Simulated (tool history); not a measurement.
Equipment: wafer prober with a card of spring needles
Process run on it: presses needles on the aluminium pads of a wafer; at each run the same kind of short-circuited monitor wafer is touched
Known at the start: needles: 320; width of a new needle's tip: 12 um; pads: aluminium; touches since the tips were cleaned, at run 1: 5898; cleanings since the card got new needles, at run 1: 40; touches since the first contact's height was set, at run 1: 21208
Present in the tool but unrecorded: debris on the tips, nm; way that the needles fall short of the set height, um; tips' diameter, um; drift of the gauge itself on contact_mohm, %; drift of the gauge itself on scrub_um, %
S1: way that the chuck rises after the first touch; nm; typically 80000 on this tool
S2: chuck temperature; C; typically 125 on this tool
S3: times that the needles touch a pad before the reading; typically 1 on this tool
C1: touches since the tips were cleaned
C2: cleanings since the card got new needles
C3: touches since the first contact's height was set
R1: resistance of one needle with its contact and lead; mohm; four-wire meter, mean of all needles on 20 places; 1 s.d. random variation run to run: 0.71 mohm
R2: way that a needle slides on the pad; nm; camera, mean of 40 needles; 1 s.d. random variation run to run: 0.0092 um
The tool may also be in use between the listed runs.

run 1 hour=0.0 | S1=80000 S2=125 S3=1 | C1=5898 C2=40 C3=21208 | R1=273.7 R2=19633
-- hour=2.1 tips cleaned on abrasive film
run 2 hour=14.6 | S1=80000 S2=125 S3=1 | C1=3947 C2=41 C3=25778 | R1=274.7 R2=19614
-- hour=24.1 tips cleaned on abrasive film
run 3 hour=39.3 | S1=80000 S2=125 S3=1 | C1=4773 C2=42 C3=33498 | R1=271.9 R2=19579
-- hour=44.3 tips cleaned on abrasive film
-- hour=64.6 tips cleaned on abrasive film
run 4 hour=65.6 | S1=80000 S2=125 S3=1 | C1=313 C2=44 C3=41718 | R1=262.8 R2=19528
run 5 hour=78.9 | S1=80000 S2=125 S3=1 | C1=4493 C2=44 C3=45898 | R1=270.8 R2=19559
-- hour=85.0 tips cleaned on abrasive film
-- hour=91.1 tips cleaned on abrasive film, once more
run 6 hour=96.8 | S1=80000 S2=125 S3=1 | C1=1767 C2=46 C3=51465 | R1=267.6 R2=19502
-- hour=111.1 tips cleaned on abrasive film
run 7 hour=115.0 | S1=80000 S2=125 S3=1 | C1=1229 C2=47 C3=57169 | R1=264.6 R2=19482
run 8 hour=127.1 | S1=80000 S2=125 S3=1 | C1=5046 C2=47 C3=60986 | R1=270.4 R2=19496
-- hour=131.6 tips cleaned on abrasive film
run 9 hour=140.5 | S1=80000 S2=125 S3=1 | C1=2775 C2=48 C3=65151 | R1=267.1 R2=19489
-- hour=152.1 tips cleaned on abrasive film
-- hour=152.4 height of the first contact set anew
run 10 hour=161.8 | S1=80000 S2=125 S3=3 | C1=2953 C2=49 C3=2953 | R1=264.8 R2=19703
-- hour=173.3 tips cleaned on abrasive film
run 11 hour=189.6 | S1=80000 S2=125 S3=3 | C1=5149 C2=50 C3=11694 | R1=264.1 R2=19670
-- hour=193.2 tips cleaned on abrasive film
run 12 hour=205.1 | S1=80000 S2=125 S3=3 | C1=3747 C2=51 C3=16531 | R1=264.4 R2=19651
-- hour=213.1 tips cleaned on abrasive film
run 13 hour=228.0 | S1=80000 S2=125 S3=3 | C1=4679 C2=52 C3=23700 | R1=263.4 R2=19635
-- hour=233.3 tips cleaned on abrasive film
run 14 hour=246.8 | S1=80000 S2=125 S3=2 | C1=4255 C2=53 C3=29597 | R1=266.3 R2=19608
-- hour=253.0 tips cleaned on abrasive film
-- hour=273.1 tips cleaned on abrasive film
run 15 hour=273.4 | S1=80000 S2=125 S3=2 | C1=104 C2=55 C3=37897 | R1=261.2 R2=19582
run 16 hour=292.5 | S1=80000 S2=125 S3=2 | C1=6114 C2=55 C3=43907 | R1=267.7 R2=19569
-- hour=294.3 tips cleaned on abrasive film
run 17 hour=310.7 | S1=87000 S2=44 S3=1 | C1=5164 C2=56 C3=49591 | R1=248.6 R2=21282
-- hour=314.3 tips cleaned on abrasive film
-- hour=334.7 tips cleaned on abrasive film
run 18 hour=334.7 | S1=87000 S2=44 S3=2 | C1=0 C2=58 C3=57076 | R1=240.5 R2=21250
run 19 hour=348.5 | S1=87000 S2=44 S3=2 | C1=4365 C2=58 C3=61441 | R1=243.9 R2=21257
-- hour=354.4 tips cleaned on abrasive film
run 20 hour=364.4 | S1=74000 S2=96 S3=2 | C1=3147 C2=59 C3=66403 | R1=258.2 R2=18038
-- hour=370.5 height of the first contact set anew
-- hour=374.6 tips cleaned on abrasive film
run 21 hour=384.5 | S1=69000 S2=96 S3=1 | C1=3113 C2=60 C3=4361 | R1=260.9 R2=16960
-- hour=394.7 tips cleaned on abrasive film
run 22 hour=408.9 | S1=69000 S2=96 S3=1 | C1=4450 C2=61 C3=12000 | R1=263.2 R2=16923
-- hour=416.3 tips cleaned on abrasive film
run 23 hour=422.3 | S1=69000 S2=96 S3=2 | C1=1879 C2=62 C3=16203 | R1=256.6 R2=16904
-- hour=436.2 tips cleaned on abrasive film
run 24 hour=437.4 | S1=69000 S2=73 S3=1 | C1=395 C2=63 C3=20918 | R1=250.4 R2=16903
-- hour=456.7 tips cleaned on abrasive film
run 25 hour=457.0 | S1=88000 S2=51 S3=3 | C1=90 C2=64 C3=27045 | R1=242.4 R2=21550
run 26 hour=471.2 | S1=92000 S2=86 S3=2 | C1=4565 C2=64 C3=31520 | R1=255.2 R2=22523
-- hour=477.8 tips cleaned on abrasive film
run 27 hour=494.8 | S1=89000 S2=64 S3=1 | C1=5371 C2=65 C3=38922 | R1=253.8 R2=21775
-- hour=497.6 tips cleaned on abrasive film
-- hour=517.4 tips cleaned on abrasive film
run 28 hour=520.4 | S1=97000 S2=125 S3=3 | C1=955 C2=67 C3=46909 | R1=260.5 R2=23696
-- hour=538.2 tips cleaned on abrasive film
run 29 hour=540.1 | S1=75000 S2=45 S3=3 | C1=617 C2=68 C3=53085 | R1=240.8 R2=18284
-- hour=558.5 tips cleaned on abrasive film
run 30 hour=562.7 | S1=62000 S2=32 S3=2 | C1=1308 C2=69 C3=60147 | R1=241.4 R2=15039
run 31 hour=576.6 | S1=80000 S2=125 S3=2 | C1=5684 C2=69 C3=64523 | R1=268.1 R2=19479
-- hour=580.3 tips cleaned on abrasive film
-- hour=589.3 height of the first contact set anew
-- hour=601.7 tips cleaned on abrasive film
run 32 hour=603.3 | S1=80000 S2=80 S3=2 | C1=494 C2=71 C3=4383 | R1=250.3 R2=19670

Forecast each of these 5 alternatives for the next run:
run A hour=615.4 | S1=88000 S2=34 S3=1 | C1=4291 C2=71 C3=8180 | R1=? R2=?
run B hour=615.4 | S1=77000 S2=40 S3=1 | C1=4291 C2=71 C3=8180 | R1=? R2=?
run C hour=615.4 | S1=80000 S2=77 S3=2 | C1=4291 C2=71 C3=8180 | R1=? R2=?
run D hour=615.4 | S1=99000 S2=30 S3=1 | C1=4291 C2=71 C3=8180 | R1=? R2=?
run E hour=615.4 | S1=80000 S2=38 S3=2 | C1=4291 C2=71 C3=8180 | R1=? R2=?

run=A R1=246.9 R2=21645
run=B R1=245.8 R2=18928
run=C R1=253.9 R2=19689
run=D R1=243.1 R2=24336
run=E R1=242.8 R2=19662
With the hidden condition removed and each run's random variation left untouched, the same runs would have given:
run=A R1=239.9 R2=21659
run=B R1=238.3 R2=18943
run=C R1=250.0 R2=19704
run=D R1=236.6 R2=24350
run=E R1=238.8 R2=19677
